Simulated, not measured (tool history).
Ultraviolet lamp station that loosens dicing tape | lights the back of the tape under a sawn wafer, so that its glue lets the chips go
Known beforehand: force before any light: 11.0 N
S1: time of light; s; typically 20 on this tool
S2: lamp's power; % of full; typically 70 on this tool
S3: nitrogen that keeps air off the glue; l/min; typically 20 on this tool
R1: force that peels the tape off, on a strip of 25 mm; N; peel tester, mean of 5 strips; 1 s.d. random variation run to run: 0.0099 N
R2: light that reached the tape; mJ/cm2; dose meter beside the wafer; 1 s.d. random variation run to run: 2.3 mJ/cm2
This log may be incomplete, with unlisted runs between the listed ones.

{"run": 1, "hour": 0.0, "S1": 20, "S2": 70, "S3": 20, "R1": 1.086, "R2": 166}
{"run": 2, "hour": 14.7, "S1": 20, "S2": 70, "S3": 20, "R1": 1.128, "R2": 163}
{"run": 3, "hour": 23.1, "S1": 15, "S2": 70, "S3": 20, "R1": 1.933, "R2": 120}
{"run": 4, "hour": 33.6, "S1": 20, "S2": 72, "S3": 20, "R1": 1.097, "R2": 160}
{"run": 5, "hour": 48.0, "S1": 20, "S2": 72, "S3": 20, "R1": 1.163, "R2": 160}
{"hour": 49.7, "done": "window cleaned of glue's vapour"}
{"run": 6, "hour": 65.3, "S1": 20, "S2": 72, "S3": 20, "R1": 1.412, "R2": 148}
{"run": 7, "hour": 74.4, "S1": 20, "S2": 70, "S3": 7, "R1": 2.553, "R2": 145}
{"run": 8, "hour": 85.3, "S1": 20, "S2": 70, "S3": 7, "R1": 2.556, "R2": 140}
{"run": 9, "hour": 99.3, "S1": 20, "S2": 70, "S3": 20, "R1": 1.497, "R2": 136}
{"run": 10, "hour": 109.2, "S1": 20, "S2": 82, "S3": 20, "R1": 1.172, "R2": 163}
{"run": 11, "hour": 128.2, "S1": 24, "S2": 70, "S3": 20, "R1": 1.098, "R2": 163}
{"hour": 133.6, "done": "window cleaned of glue's vapour, once more"}
{"run": 12, "hour": 145.0, "S1": 20, "S2": 70, "S3": 20, "R1": 1.022, "R2": 170}
{"run": 13, "hour": 162.5, "S1": 29, "S2": 70, "S3": 20, "R1": 0.423, "R2": 243}
{"run": 14, "hour": 173.6, "S1": 20, "S2": 70, "S3": 17, "R1": 1.186, "R2": 171}
{"run": 15, "hour": 188.2, "S1": 20, "S2": 70, "S3": 17, "R1": 1.23, "R2": 166}
{"run": 16, "hour": 203.4, "S1": 20, "S2": 70, "S3": 17, "R1": 1.201, "R2": 160}
{"run": 17, "hour": 217.1, "S1": 20, "S2": 70, "S3": 17, "R1": 1.268, "R2": 162}
{"run": 18, "hour": 235.0, "S1": 20, "S2": 70, "S3": 17, "R1": 1.32, "R2": 158}
{"run": 19, "hour": 243.6, "S1": 20, "S2": 88, "S3": 20, "R1": 0.777, "R2": 197}
{"run": 20, "hour": 256.1, "S1": 29, "S2": 88, "S3": 9, "R1": 0.555, "R2": 281}
{"run": 21, "hour": 268.6, "S1": 29, "S2": 88, "S3": 9, "R1": 0.562, "R2": 276}

Predict the results of run 22:
{"run": 22, "hour": 277.4, "S1": 12, "S2": 96, "S3": 27, "R1": "?", "R2": "?"}

{"run 22": {"R1": 1.633, "R2": 124}}
On a tool with no hidden condition, and with the same random variation, this run would have come out at R1 0.572 N, R2 198 mJ/cm2.

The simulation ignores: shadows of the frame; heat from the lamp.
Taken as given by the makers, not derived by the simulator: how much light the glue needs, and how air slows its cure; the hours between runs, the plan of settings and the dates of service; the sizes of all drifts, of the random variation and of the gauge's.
